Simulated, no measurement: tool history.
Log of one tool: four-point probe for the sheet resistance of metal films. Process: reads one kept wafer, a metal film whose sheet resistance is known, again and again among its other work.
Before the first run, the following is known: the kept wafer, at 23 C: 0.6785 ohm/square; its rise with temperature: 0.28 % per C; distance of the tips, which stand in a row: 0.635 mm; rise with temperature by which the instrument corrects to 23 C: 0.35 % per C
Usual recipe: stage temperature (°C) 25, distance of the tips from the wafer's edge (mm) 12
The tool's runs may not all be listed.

run   hour  stage temperature (°C)  distance of the tips from the wafer's edge (mm)  sheet resistance as the instrument gives it (ohm/square)
  1    0.0                      25                                               12                                                  0.676286
  2   17.9                      25                                               12                                                  0.676220
  3   40.7                      25                                               12                                                  0.676233
  4   55.4                      25                                               12                                                  0.676273
  5   71.8                      25                                               12                                                  0.676102
  6   87.4                      27                                               12                                                  0.675201
  7  109.8                      27                                               12                                                  0.675171
  8  123.9                      27                                               12                                                  0.675169
  9  144.4                      21                                               12                                                  0.678212
 10  154.9                      21                                               12                                                  0.678032
 11  170.1                      21                                               12                                                  0.678018
 12  183.1                      21                                               12                                                  0.677723
 13  205.6                      34                                               12                                                  0.671419
 14  225.8                      34                                               20                                                  0.670592
 15  235.1                      34                                               20                                                  0.670867
 16  256.5                      28                                                4                                                  0.682134
 17  273.0                      28                                                4                                                  0.682247
 18  285.5                      28                                                4                                                  0.682340
 19  299.2                      20                                               13                                                  0.677878
 20  317.7                      20                                               13                                                  0.677784
 21  335.1                      20                                               13                                                  0.677677
 22  348.5                      20                                               13                                                  0.677916
 23  364.8                      29                                               70                                                  0.672544
 24  375.0                      19                                               44                                                  0.677419
 25  394.9                      19                                               44                                                  0.677624
 26  405.3                      26                                               19                                                  0.674067

Predict each of these 3 candidate next runs independently; none follows another, all start after run 26:
  A  424.1                      21                                               19                                                         ?
  B  424.1                      23                                               31                                                         ?
  C  424.1                      20                                               19                                                         ?

run  sheet resistance as the instrument gives it (ohm/square)
  A                                                  0.676603
  B                                                  0.675453
  C                                                  0.676949
With the hidden condition removed and each run's random variation left untouched, the same runs would have given:
run  sheet resistance as the instrument gives it (ohm/square)
  A                                                  0.679929
  B                                                  0.678772
  C                                                  0.680277
